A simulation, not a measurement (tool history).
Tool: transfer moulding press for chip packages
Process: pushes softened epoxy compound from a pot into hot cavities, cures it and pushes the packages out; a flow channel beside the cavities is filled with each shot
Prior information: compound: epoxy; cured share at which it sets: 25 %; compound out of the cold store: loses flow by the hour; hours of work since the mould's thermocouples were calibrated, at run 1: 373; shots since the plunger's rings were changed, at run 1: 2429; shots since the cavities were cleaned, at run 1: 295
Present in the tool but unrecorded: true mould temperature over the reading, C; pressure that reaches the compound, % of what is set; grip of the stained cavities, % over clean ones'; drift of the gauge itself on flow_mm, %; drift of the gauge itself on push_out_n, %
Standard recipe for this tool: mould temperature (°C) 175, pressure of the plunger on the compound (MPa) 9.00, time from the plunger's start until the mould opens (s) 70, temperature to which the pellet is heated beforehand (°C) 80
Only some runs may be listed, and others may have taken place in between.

| run | hour | mould temperature (°C) | pressure of the plunger on the compound (MPa) | time from the plunger's start until the mould opens (s) | temperature to which the pellet is heated beforehand (°C) | hours of work since the mould's thermocouples were calibrated | shots since the plunger's rings were changed | shots since the cavities were cleaned | incoming compound's hours out of the cold store | length that the compound runs in the flow channel (mm) | greatest force on the pins that push the packages out (N) |
|---|---|---|---|---|---|---|---|---|---|---|---|
| 1 | 0.0 | 175 | 9.00 | 70 | 80 | 373 | 2429 | 295 | 47.9 | 421 | 287 |
|  | 18.8 | cavities cleaned with cleaning compound and waxed |
| 2 | 25.9 | 168 | 9.00 | 70 | 80 | 391 | 2836 | 119 | 23.3 | 502 | 375 |
| 3 | 42.9 | 175 | 7.74 | 70 | 80 | 403 | 3119 | 402 | 20.8 | 458 | 341 |
|  | 49.0 | plunger's sealing rings changed |
|  | 60.4 | cavities cleaned with cleaning compound and waxed |
| 4 | 79.9 | 175 | 7.74 | 70 | 80 | 428 | 488 | 323 | 32.9 | 438 | 305 |
|  | 96.3 | cavities cleaned with cleaning compound and waxed |
|  | 111.1 | mould's thermocouples calibrated |
| 5 | 119.1 | 175 | 7.74 | 70 | 80 | 6 | 1083 | 346 | 10.7 | 501 | 306 |
|  | 135.6 | cavities cleaned with cleaning compound and waxed |
| 6 | 151.4 | 175 | 9.00 | 51 | 80 | 29 | 1596 | 263 | 34.6 | 461 | 537 |
|  | 172.2 | cavities cleaned with cleaning compound and waxed |
| 7 | 182.2 | 175 | 9.00 | 51 | 80 | 50 | 2083 | 167 | 33.6 | 463 | 488 |
|  | 208.5 | cavities cleaned with cleaning compound and waxed |
| 8 | 208.6 | 175 | 9.00 | 70 | 80 | 68 | 2497 | 2 | 34.8 | 457 | 203 |
| 9 | 232.4 | 175 | 9.00 | 70 | 80 | 86 | 2892 | 397 | 14.8 | 516 | 333 |
|  | 245.5 | cavities cleaned with cleaning compound and waxed |
|  | 253.7 | plunger's sealing rings changed |
| 10 | 264.6 | 175 | 9.16 | 70 | 80 | 107 | 181 | 277 | 15.5 | 536 | 288 |
|  | 285.2 | cavities cleaned with cleaning compound and waxed |
| 11 | 293.9 | 175 | 9.00 | 93 | 87 | 127 | 644 | 145 | 35.4 | 467 | 220 |
|  | 323.0 | cavities cleaned with cleaning compound and waxed |
| 12 | 323.0 | 175 | 9.00 | 55 | 80 | 147 | 1103 | 0 | 16.1 | 521 | 331 |
| 13 | 343.5 | 175 | 9.00 | 55 | 80 | 162 | 1443 | 340 | 40.7 | 446 | 466 |
|  | 359.3 | cavities cleaned with cleaning compound and waxed |
| 14 | 362.4 | 175 | 9.00 | 59 | 79 | 175 | 1733 | 51 | 25.5 | 487 | 291 |
|  | 395.0 | cavities cleaned with cleaning compound and waxed |
| 15 | 395.0 | 172 | 7.95 | 70 | 80 | 198 | 2251 | 0 | 19.2 | 480 | 238 |
| 16 | 416.6 | 172 | 8.20 | 70 | 90 | 214 | 2610 | 359 | 23.8 | 472 | 381 |
|  | 433.9 | cavities cleaned with cleaning compound and waxed |
|  | 455.3 | plunger's sealing rings changed |
| 17 | 457.7 | 172 | 8.20 | 70 | 90 | 241 | 40 | 355 | 20.5 | 497 | 358 |
|  | 474.0 | cavities cleaned with cleaning compound and waxed |
| 18 | 489.4 | 182 | 9.00 | 70 | 80 | 264 | 542 | 256 | 8.3 | 533 | 257 |
|  | 511.3 | cavities cleaned with cleaning compound and waxed |
| 19 | 518.5 | 175 | 7.72 | 70 | 80 | 284 | 1002 | 120 | 36.3 | 423 | 243 |

Run by run, hidden condition taken away, random variation retained:
| run | length that the compound runs in the flow channel (mm) | greatest force on the pins that push the packages out (N) |
|---|---|---|
| 1 | 437 | 185 |
| 2 | 523 | 314 |
| 3 | 479 | 207 |
| 4 | 443 | 197 |
| 5 | 508 | 191 |
| 6 | 471 | 351 |
| 7 | 477 | 363 |
| 8 | 473 | 200 |
| 9 | 537 | 199 |
| 10 | 538 | 189 |
| 11 | 472 | 169 |
| 12 | 529 | 324 |
| 13 | 456 | 286 |
| 14 | 499 | 255 |
| 15 | 495 | 237 |
| 16 | 489 | 238 |
| 17 | 498 | 218 |
| 18 | 538 | 170 |
| 19 | 430 | 195 |
